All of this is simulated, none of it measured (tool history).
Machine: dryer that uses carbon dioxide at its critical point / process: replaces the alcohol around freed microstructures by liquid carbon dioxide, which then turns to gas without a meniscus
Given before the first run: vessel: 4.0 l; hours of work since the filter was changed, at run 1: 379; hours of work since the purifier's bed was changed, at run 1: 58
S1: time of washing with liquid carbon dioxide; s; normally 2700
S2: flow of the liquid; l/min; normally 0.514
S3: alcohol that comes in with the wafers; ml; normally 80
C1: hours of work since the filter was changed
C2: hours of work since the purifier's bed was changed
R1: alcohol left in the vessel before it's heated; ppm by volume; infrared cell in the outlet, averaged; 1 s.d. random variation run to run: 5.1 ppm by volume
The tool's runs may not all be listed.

run	hour	S1	S2	S3	C1	C2	R1
1	0.0	2700	0.514	80	379	58	110
2	6.0	2700	0.514	80	381	61	112
3	15.1	2700	0.514	80	386	65	90
4	22.7	2700	0.514	80	389	69	111
5	34.3	2700	0.674	80	395	74	43
6	43.0	2700	0.674	80	399	78	25
7	51.2	2700	0.674	80	403	82	41
8	62.8	2460	0.674	80	408	87	51
9	71.5	2460	0.674	80	412	91	48
10	81.3	2460	0.674	80	417	96	55
11	94.3	3660	0.433	20	423	102	33
12	99.9	1740	0.349	33	426	105	792
13	105.5	2160	0.737	33	428	107	38
14	113.5	1920	0.621	44	432	111	143
15	121.7	1800	0.331	64	436	115	1539
16	128.1	2580	0.514	80	439	118	143
17	134.5	4200	0.514	115	442	121	30
18	143.4	3420	0.687	34	446	125	31
19	156.2	3420	0.687	34	452	131	18

5 options for the next run, each taken on its own from the tool as it stands now. Forecast them:
A	162.3	1680	0.514	80	455	134	?
B	162.3	1980	0.687	91	455	134	?
C	162.3	2700	0.514	74	455	134	?
D	162.3	2580	0.514	60	455	134	?
E	162.3	3420	0.687	25	455	134	?

run	R1
A	772
B	150
C	114
D	115
E	15
Without the tool's hidden state the same runs would have given:
run	R1
A	624
B	98
C	73
D	74
E	0
